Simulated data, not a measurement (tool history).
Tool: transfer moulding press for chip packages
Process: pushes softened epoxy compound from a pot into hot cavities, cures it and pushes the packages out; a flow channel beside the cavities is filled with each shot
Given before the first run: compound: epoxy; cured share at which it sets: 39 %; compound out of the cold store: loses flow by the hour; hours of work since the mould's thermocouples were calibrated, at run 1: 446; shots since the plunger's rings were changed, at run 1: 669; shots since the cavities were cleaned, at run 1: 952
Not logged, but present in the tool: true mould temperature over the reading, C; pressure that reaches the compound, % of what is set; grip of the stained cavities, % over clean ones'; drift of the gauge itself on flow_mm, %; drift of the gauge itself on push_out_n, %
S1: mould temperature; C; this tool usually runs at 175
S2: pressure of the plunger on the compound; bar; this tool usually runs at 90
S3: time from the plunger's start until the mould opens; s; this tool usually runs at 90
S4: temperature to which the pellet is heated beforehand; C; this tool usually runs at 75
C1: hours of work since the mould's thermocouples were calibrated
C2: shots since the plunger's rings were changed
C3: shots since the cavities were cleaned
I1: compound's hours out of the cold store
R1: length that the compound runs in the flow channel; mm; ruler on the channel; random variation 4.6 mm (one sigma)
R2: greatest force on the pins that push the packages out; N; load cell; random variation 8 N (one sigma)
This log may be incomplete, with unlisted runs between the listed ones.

{"run": 1, "day": 0.0, "S1": 175, "S2": 90, "S3": 90, "S4": 75, "C1": 446, "C2": 669, "C3": 952, "I1": 40.4, "R1": 949, "R2": 725}
{"day": 0.708, "done": "cavities cleaned with cleaning compound and waxed"}
{"run": 2, "day": 1.329, "S1": 175, "S2": 90, "S3": 90, "S4": 75, "C1": 467, "C2": 1102, "C3": 213, "I1": 30.3, "R1": 961, "R2": 523}
{"run": 3, "day": 3.204, "S1": 175, "S2": 90, "S3": 95, "S4": 75, "C1": 498, "C2": 1743, "C3": 854, "I1": 13.9, "R1": 978, "R2": 681}
{"day": 4.238, "done": "cavities cleaned with cleaning compound and waxed"}
{"run": 4, "day": 5.296, "S1": 176, "S2": 90, "S3": 95, "S4": 75, "C1": 531, "C2": 2437, "C3": 362, "I1": 21.4, "R1": 956, "R2": 533}
{"run": 5, "day": 6.254, "S1": 175, "S2": 90, "S3": 90, "S4": 75, "C1": 547, "C2": 2765, "C3": 690, "I1": 43.1, "R1": 922, "R2": 662}
{"run": 6, "day": 7.212, "S1": 175, "S2": 90, "S3": 90, "S4": 75, "C1": 562, "C2": 3093, "C3": 1018, "I1": 17.3, "R1": 958, "R2": 722}
{"day": 7.708, "done": "cavities cleaned with cleaning compound and waxed"}
{"run": 7, "day": 8.683, "S1": 175, "S2": 90, "S3": 90, "S4": 75, "C1": 585, "C2": 3574, "C3": 333, "I1": 24.2, "R1": 940, "R2": 564}
{"run": 8, "day": 10.054, "S1": 175, "S2": 90, "S3": 90, "S4": 83, "C1": 608, "C2": 4043, "C3": 802, "I1": 36, "R1": 912, "R2": 690}
{"run": 9, "day": 10.958, "S1": 175, "S2": 90, "S3": 90, "S4": 83, "C1": 623, "C2": 4352, "C3": 1111, "I1": 20.5, "R1": 931, "R2": 728}
{"day": 11.204, "done": "cavities cleaned with cleaning compound and waxed"}
{"day": 12.608, "done": "plunger's sealing rings changed"}
{"run": 10, "day": 13.033, "S1": 175, "S2": 90, "S3": 90, "S4": 83, "C1": 654, "C2": 147, "C3": 590, "I1": 31.6, "R1": 959, "R2": 632}
{"run": 11, "day": 14.55, "S1": 175, "S2": 90, "S3": 90, "S4": 83, "C1": 679, "C2": 665, "C3": 1108, "I1": 8.1, "R1": 1008, "R2": 689}
{"day": 14.788, "done": "cavities cleaned with cleaning compound and waxed"}
{"run": 12, "day": 16.304, "S1": 175, "S2": 90, "S3": 90, "S4": 83, "C1": 707, "C2": 1244, "C3": 519, "I1": 10.6, "R1": 995, "R2": 627}
{"run": 13, "day": 17.429, "S1": 175, "S2": 90, "S3": 105, "S4": 83, "C1": 725, "C2": 1628, "C3": 903, "I1": 43.9, "R1": 926, "R2": 622}
{"day": 18.192, "done": "cavities cleaned with cleaning compound and waxed"}
{"run": 14, "day": 18.971, "S1": 175, "S2": 90, "S3": 95, "S4": 75, "C1": 749, "C2": 2135, "C3": 267, "I1": 36.6, "R1": 931, "R2": 469}
{"run": 15, "day": 19.883, "S1": 175, "S2": 90, "S3": 95, "S4": 80, "C1": 764, "C2": 2447, "C3": 579, "I1": 35.6, "R1": 927, "R2": 616}
{"day": 20.442, "done": "mould's thermocouples calibrated"}
{"run": 16, "day": 20.879, "S1": 175, "S2": 90, "S3": 95, "S4": 80, "C1": 7, "C2": 2758, "C3": 890, "I1": 26.2, "R1": 964, "R2": 730}
{"day": 21.729, "done": "cavities cleaned with cleaning compound and waxed"}
{"run": 17, "day": 22.188, "S1": 175, "S2": 90, "S3": 95, "S4": 80, "C1": 28, "C2": 3184, "C3": 156, "I1": 34.8, "R1": 929, "R2": 449}
{"run": 18, "day": 23.733, "S1": 175, "S2": 90, "S3": 95, "S4": 80, "C1": 53, "C2": 3714, "C3": 686, "I1": 39.2, "R1": 912, "R2": 707}
{"day": 25.212, "done": "cavities cleaned with cleaning compound and waxed"}
{"run": 19, "day": 25.392, "S1": 175, "S2": 90, "S3": 90, "S4": 73, "C1": 79, "C2": 4259, "C3": 61, "I1": 9.2, "R1": 967, "R2": 442}
{"run": 20, "day": 26.696, "S1": 170, "S2": 90, "S3": 81, "S4": 75, "C1": 101, "C2": 4706, "C3": 508, "I1": 13, "R1": 977, "R2": 1332}
{"day": 27.292, "done": "plunger's sealing rings changed"}
{"run": 21, "day": 28.062, "S1": 173, "S2": 68.1, "S3": 103, "S4": 73, "C1": 121, "C2": 264, "C3": 939, "I1": 22.3, "R1": 869, "R2": 747}
{"day": 28.738, "done": "cavities cleaned with cleaning compound and waxed"}
{"run": 22, "day": 29.45, "S1": 173, "S2": 72.8, "S3": 121, "S4": 73, "C1": 143, "C2": 718, "C3": 244, "I1": 9.7, "R1": 915, "R2": 456}
{"run": 23, "day": 31.079, "S1": 173, "S2": 72.8, "S3": 121, "S4": 73, "C1": 170, "C2": 1275, "C3": 801, "I1": 41.5, "R1": 846, "R2": 601}
{"day": 32.129, "done": "cavities cleaned with cleaning compound and waxed"}
{"run": 24, "day": 32.596, "S1": 175, "S2": 90, "S3": 93, "S4": 75, "C1": 194, "C2": 1773, "C3": 160, "I1": 44.6, "R1": 927, "R2": 466}
{"run": 25, "day": 34.521, "S1": 175, "S2": 90, "S3": 93, "S4": 75, "C1": 225, "C2": 2431, "C3": 818, "I1": 16.3, "R1": 970, "R2": 699}
{"day": 35.588, "done": "cavities cleaned with cleaning compound and waxed"}
{"run": 26, "day": 35.675, "S1": 175, "S2": 90, "S3": 93, "S4": 75, "C1": 243, "C2": 2804, "C3": 30, "I1": 43.5, "R1": 914, "R2": 353}
{"run": 27, "day": 36.662, "S1": 175, "S2": 90, "S3": 93, "S4": 75, "C1": 259, "C2": 3142, "C3": 368, "I1": 44.9, "R1": 911, "R2": 598}
{"run": 28, "day": 38.433, "S1": 175, "S2": 90, "S3": 93, "S4": 75, "C1": 288, "C2": 3748, "C3": 974, "I1": 41.6, "R1": 910, "R2": 694}

Here are 4 independent what-if runs from the current tool condition. What would each one return?
{"day": 39.0, "done": "cavities cleaned with cleaning compound and waxed"}
{"run": "A", "day": 40.321, "S1": 171, "S2": 90, "S3": 90, "S4": 75, "C1": 318, "C2": 4371, "C3": 451, "I1": 33.7, "R1": "?", "R2": "?"}
{"day": 39.0, "done": "cavities cleaned with cleaning compound and waxed"}
{"run": "B", "day": 40.321, "S1": 175, "S2": 90, "S3": 90, "S4": 67, "C1": 318, "C2": 4371, "C3": 451, "I1": 23.3, "R1": "?", "R2": "?"}
{"day": 39.0, "done": "cavities cleaned with cleaning compound and waxed"}
{"run": "C", "day": 40.321, "S1": 170, "S2": 92.8, "S3": 93, "S4": 67, "C1": 318, "C2": 4371, "C3": 451, "I1": 24.5, "R1": "?", "R2": "?"}
{"day": 39.0, "done": "cavities cleaned with cleaning compound and waxed"}
{"run": "D", "day": 40.321, "S1": 175, "S2": 90, "S3": 90, "S4": 75, "C1": 318, "C2": 4371, "C3": 451, "I1": 16, "R1": "?", "R2": "?"}

run=A R1=930 R2=819
run=B R1=934 R2=666
run=C R1=978 R2=869
run=D R1=945 R2=664
The same runs, with their run-to-run variation unchanged, on a tool lacking any hidden condition would have given:
run=A R1=987 R2=435
run=B R1=991 R2=356
run=C R1=1038 R2=467
run=D R1=1003 R2=351

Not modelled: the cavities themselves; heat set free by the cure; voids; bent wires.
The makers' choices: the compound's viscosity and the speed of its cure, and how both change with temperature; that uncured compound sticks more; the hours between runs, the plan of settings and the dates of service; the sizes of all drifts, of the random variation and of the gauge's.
